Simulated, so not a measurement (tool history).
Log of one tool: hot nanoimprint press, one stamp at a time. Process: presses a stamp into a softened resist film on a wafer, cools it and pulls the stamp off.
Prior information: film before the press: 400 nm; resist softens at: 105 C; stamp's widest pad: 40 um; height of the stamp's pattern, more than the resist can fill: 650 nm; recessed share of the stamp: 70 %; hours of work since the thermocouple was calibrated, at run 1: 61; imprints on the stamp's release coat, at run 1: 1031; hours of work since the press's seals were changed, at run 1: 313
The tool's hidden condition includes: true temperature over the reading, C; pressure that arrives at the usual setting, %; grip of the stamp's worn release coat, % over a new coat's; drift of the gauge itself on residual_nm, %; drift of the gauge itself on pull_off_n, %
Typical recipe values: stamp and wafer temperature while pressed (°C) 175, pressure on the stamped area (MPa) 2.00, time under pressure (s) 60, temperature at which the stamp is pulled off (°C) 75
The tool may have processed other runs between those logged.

run	hour	stamp and wafer temperature while pressed (°C)	pressure on the stamped area (MPa)	time under pressure (s)	temperature at which the stamp is pulled off (°C)	hours of work since the thermocouple was calibrated	imprints on the stamp's release coat	hours of work since the press's seals were changed	resist left under the stamp's widest pad (Å)	greatest force while the stamp is pulled off (N)
1	0.0	175	2.00	60	75	61	1031	313	2131	144
# hour 33.3: stamp cleaned and given a new release coat
2	85.5	175	2.00	60	75	123	297	376	2113	121
3	137.5	175	2.00	60	75	164	593	416	2117	129
4	204.9	175	2.00	60	75	216	977	469	2114	141
# hour 249.9: stamp cleaned and given a new release coat
5	265.7	175	2.00	60	61	259	90	512	2108	156
6	327.4	175	2.00	60	61	308	441	560	2104	170
7	402.0	175	2.00	60	61	366	866	618	2095	185
8	445.4	175	2.00	60	61	400	1113	652	2093	189
# hour 462.5: stamp cleaned and given a new release coat
9	493.6	175	2.00	60	75	433	177	685	2088	115
10	558.7	175	2.00	60	75	484	548	736	2084	127
# hour 575.6: plate thermocouple calibrated
11	610.9	175	2.55	60	75	28	828	774	1825	129
# hour 678.4: stamp cleaned and given a new release coat
12	694.4	175	2.14	60	75	88	90	835	1956	110
13	729.6	175	2.00	40	75	116	291	863	2302	116
# hour 738.7: plate thermocouple calibrated, once more
14	797.9	175	2.00	60	75	46	663	914	2190	135
15	882.2	175	2.00	60	75	112	1142	979	2185	148
# hour 896.0: stamp cleaned and given a new release coat
16	930.9	180	1.35	45	68	146	199	1013	2436	144
17	971.5	172	1.33	51	64	177	430	1045	2822	165
18	1040.9	170	1.72	60	75	231	825	1099	2607	137
# hour 1108.9: stamp cleaned and given a new release coat
19	1123.3	175	2.00	75	73	291	82	1158	2009	124
20	1187.7	175	2.00	75	73	342	449	1209	2001	134
21	1231.6	175	2.00	60	78	376	698	1243	2153	124
# hour 1265.6: press's hydraulic seals changed and the load cell set to zero
22	1275.3	175	2.00	60	78	404	902	8	2044	126
# hour 1335.5: stamp cleaned and given a new release coat
23	1335.7	175	2.69	59	75	446	2	50	1796	114
# hour 1397.7: plate thermocouple calibrated
24	1422.2	174	1.56	59	75	19	477	115	2418	127
25	1503.6	175	1.88	60	75	83	941	179	2171	145
# hour 1550.6: stamp cleaned and given a new release coat
26	1570.6	175	2.28	60	75	130	114	227	1997	119
27	1616.7	175	2.28	113	75	166	376	263	1578	126
28	1672.1	174	1.78	76	70	210	692	306	2096	150

Consider 5 possible next runs. They are alternatives, not a sequence: every one starts from the tool as it was left by run 28. What does each give?
A	1707.8	167	2.00	60	75	238	895	334	?	?
B	1707.8	174	1.78	76	79	238	895	334	?	?
C	1707.8	175	2.00	60	67	238	895	334	?	?
D	1707.8	178	1.78	76	75	238	895	334	?	?
E	1707.8	175	1.96	84	75	238	895	334	?	?

run	resist left under the stamp's widest pad (Å)	greatest force while the stamp is pulled off (N)
A	2599	138
B	2090	123
C	2094	170
D	1869	136
E	1883	139
Without the tool's hidden state the same runs would have given:
run	resist left under the stamp's widest pad (Å)	greatest force while the stamp is pulled off (N)
A	2621	117
B	2110	105
C	2111	144
D	1886	115
E	1900	118
